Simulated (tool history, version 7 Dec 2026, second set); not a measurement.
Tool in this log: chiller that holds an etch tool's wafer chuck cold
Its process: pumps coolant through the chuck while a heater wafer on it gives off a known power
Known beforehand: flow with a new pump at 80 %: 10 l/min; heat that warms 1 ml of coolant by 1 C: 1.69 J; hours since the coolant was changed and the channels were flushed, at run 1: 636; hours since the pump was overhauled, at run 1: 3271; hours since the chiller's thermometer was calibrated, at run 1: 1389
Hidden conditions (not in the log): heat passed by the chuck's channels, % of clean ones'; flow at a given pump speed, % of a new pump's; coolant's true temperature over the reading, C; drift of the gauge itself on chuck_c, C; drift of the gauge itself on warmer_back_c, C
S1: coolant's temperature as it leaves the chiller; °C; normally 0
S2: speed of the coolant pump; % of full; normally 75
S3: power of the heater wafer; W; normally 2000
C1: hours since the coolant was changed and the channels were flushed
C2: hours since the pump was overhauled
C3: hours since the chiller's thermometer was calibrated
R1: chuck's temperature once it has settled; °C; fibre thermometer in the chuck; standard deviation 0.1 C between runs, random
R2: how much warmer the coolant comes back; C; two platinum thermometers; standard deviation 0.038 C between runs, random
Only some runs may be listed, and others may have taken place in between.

run 1 hour=0 | S1=0 S2=75 S3=2000 | C1=636 C2=3271 C3=1389 | R1=16.4 R2=8.96
run 2 hour=231.8 | S1=0 S2=75 S3=2000 | C1=868 C2=3502 C3=1621 | R1=16.7 R2=9.07
run 3 hour=424.6 | S1=0 S2=75 S3=2000 | C1=1061 C2=3695 C3=1814 | R1=16.8 R2=9.15
-- hour=573.8 coolant pump overhauled
run 4 hour=647.2 | S1=0 S2=75 S3=2000 | C1=1279 C2=73 C3=2031 | R1=19.5 R2=10.8
run 5 hour=770.4 | S1=0 S2=94 S3=2000 | C1=1402 C2=197 C3=2154 | R1=16.4 R2=8.66
run 6 hour=917.2 | S1=0 S2=94 S3=2000 | C1=1549 C2=343 C3=2301 | R1=16.8 R2=8.71
run 7 hour=1130.1 | S1=0 S2=99 S3=2000 | C1=1762 C2=556 C3=2514 | R1=16.3 R2=8.4
run 8 hour=1238.5 | S1=0 S2=75 S3=2000 | C1=1870 C2=665 C3=2623 | R1=20.5 R2=11.32
-- hour=1254.2 coolant pump overhauled, once more
run 9 hour=1437.4 | S1=0 S2=75 S3=2000 | C1=2064 C2=183 C3=2817 | R1=15.5 R2=7.73
run 10 hour=1603.1 | S1=0 S2=67 S3=2000 | C1=2230 C2=349 C3=2982 | R1=17 R2=8.71
run 11 hour=1820 | S1=0 S2=67 S3=2000 | C1=2447 C2=566 C3=3199 | R1=17.6 R2=8.91
run 12 hour=1995 | S1=0 S2=67 S3=2000 | C1=2621 C2=741 C3=3374 | R1=17.6 R2=8.91

Run 13, settings as shown, results not yet in. Your forecast:
run 13 hour=2223.8 | S1=0 S2=67 S3=2000 | C1=2850 C2=970 C3=3603 | R1=? R2=?

R1: 17.9 °C
R2: 8.92 C
If the tool had no hidden condition, the same run with the same run-to-run variation would have returned R1 15.4 °C, R2 8.49 C.

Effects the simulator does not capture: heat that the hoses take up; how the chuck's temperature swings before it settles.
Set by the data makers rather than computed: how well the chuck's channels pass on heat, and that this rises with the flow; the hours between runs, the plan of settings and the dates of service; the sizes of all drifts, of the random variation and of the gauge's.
